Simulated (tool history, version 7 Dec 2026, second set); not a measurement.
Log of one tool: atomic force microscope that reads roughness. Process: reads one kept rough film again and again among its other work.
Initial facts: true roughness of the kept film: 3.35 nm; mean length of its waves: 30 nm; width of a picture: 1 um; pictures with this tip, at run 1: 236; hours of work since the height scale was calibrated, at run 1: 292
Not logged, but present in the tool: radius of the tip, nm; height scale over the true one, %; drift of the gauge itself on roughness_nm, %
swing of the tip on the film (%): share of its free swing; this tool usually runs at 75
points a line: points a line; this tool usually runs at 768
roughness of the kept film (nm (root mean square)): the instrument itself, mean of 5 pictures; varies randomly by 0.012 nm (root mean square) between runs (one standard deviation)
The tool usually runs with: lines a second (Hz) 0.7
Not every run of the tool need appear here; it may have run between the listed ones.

run   hour  lines a second (Hz)  swing of the tip on the film (%)  points a line  pictures with this tip  hours of work since the height scale was calibrated  roughness of the kept film (nm (root mean square))
  1      0                  0.7                                75            768                     236                                                  292                                               2.902
  2   11.8                  0.7                                75            768                     254                                                  299                                                2.89
  3   21.5                  0.7                                75            768                     269                                                  305                                               2.893
  4   35.2                  0.7                                75            768                     289                                                  314                                               2.915
      37.8  -- new tip fitted
  5   43.5                0.791                                75            768                       8                                                  319                                                 2.9
  6   57.3                0.791                                75            496                      29                                                  327                                               2.892
  7   66.4                  0.7                                86            768                      43                                                  333                                               2.835
  8   79.3                  0.7                                75            768                      62                                                  341                                               2.909
  9   93.2                  0.7                                75            768                      83                                                  349                                               2.928
 10  105.7                  0.7                                75            768                     102                                                  357                                               2.907
 11  117.8                  0.7                                75            328                     121                                                  365                                               2.905
 12  128.2                  0.7                                75            328                     136                                                  371                                               2.906
 13  135.8                0.939                                78            863                     148                                                  376                                               2.825
 14  145.2                0.708                                75            820                     162                                                  382                                               2.906
 15  159.7                2.176                                81           1008                     184                                                  391                                               2.589
 16    166                2.176                                81           1008                     193                                                  395                                               2.592
 17  176.5                  0.7                                76            866                     209                                                  401                                               2.894
 18  183.3                2.898                                60            597                     220                                                  405                                               2.833
 19  193.5                2.898                                60            597                     235                                                  412                                               2.818
 20  207.3                2.898                                60            597                     256                                                  420                                               2.813
 21    221                0.833                                79            768                     277                                                  429                                               2.845
     231.4  -- new tip fitted
 22  235.2                3.116                                79            595                       5                                                  437                                               2.484
 23  248.5                3.116                                79            595                      25                                                  445                                               2.474
 24  261.9                  0.7                                68            768                      46                                                  454                                                2.96

Alternative continuations, all from the tool just after run 24; predict every row:
  A  275.2                1.538                                82            265                      66                                                  462                                                   ?
  B  275.2                  0.7                                68            310                      66                                                  462                                                   ?
  C  275.2                3.506                                69            552                      66                                                  462                                                   ?

run  roughness of the kept film (nm (root mean square))
  A                                               2.652
  B                                               2.909
  C                                               2.631
With no hidden state in the tool, these same runs would have given:
run  roughness of the kept film (nm (root mean square))
  A                                               2.654
  B                                               2.911
  C                                               2.632
